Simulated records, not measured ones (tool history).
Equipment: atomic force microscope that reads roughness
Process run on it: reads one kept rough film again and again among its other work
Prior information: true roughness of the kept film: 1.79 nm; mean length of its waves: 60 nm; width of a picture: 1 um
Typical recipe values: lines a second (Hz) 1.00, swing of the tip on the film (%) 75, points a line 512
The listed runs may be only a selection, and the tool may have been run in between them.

run	hour	lines a second (Hz)	swing of the tip on the film (%)	points a line	roughness of the kept film (nm (root mean square))
1	0.0	1.00	75	512	1.632
2	5.8	1.00	75	512	1.629
3	10.6	1.00	75	512	1.639
4	16.5	1.00	75	512	1.629
5	21.9	1.99	75	512	1.570
6	27.2	1.00	75	492	1.629
7	31.1	1.00	75	512	1.622
# hour 40.3: new tip fitted
8	40.3	1.00	64	512	1.712
9	48.4	1.00	64	512	1.723
10	56.3	1.20	64	512	1.697
11	62.2	2.72	64	512	1.643
12	68.4	2.72	64	512	1.647
13	75.0	2.75	64	512	1.642
14	79.0	2.75	64	512	1.646
15	86.3	1.00	75	512	1.656
16	93.3	1.00	58	512	1.716
17	102.4	1.00	58	512	1.710
18	111.1	1.00	58	512	1.720
19	119.0	1.00	75	512	1.671
20	125.0	1.00	75	512	1.669
21	131.6	3.24	75	840	1.527
# hour 133.1: height scale calibrated on a step standard
22	138.6	3.24	75	840	1.495
23	146.9	3.24	75	840	1.512
24	152.4	1.76	69	840	1.627
25	160.3	0.76	88	295	1.611
26	167.5	0.78	78	720	1.654
# hour 169.1: height scale calibrated on a step standard, once more
27	174.7	1.81	69	758	1.632
28	182.7	1.16	75	969	1.641
29	189.1	1.16	75	969	1.636
30	194.9	1.16	87	265	1.566
31	199.7	0.51	77	311	1.684
32	207.9	2.70	73	681	1.534
33	211.8	1.00	83	512	1.598

Run 34 has not been measured yet. What should we expect?
34	220.9	1.00	83	512	?

{"run 34": {"roughness of the kept film (nm (root mean square))": 1.601}}
Minus the tool's unlogged condition, the same run would have read roughness of the kept film (nm (root mean square)) 1.643.
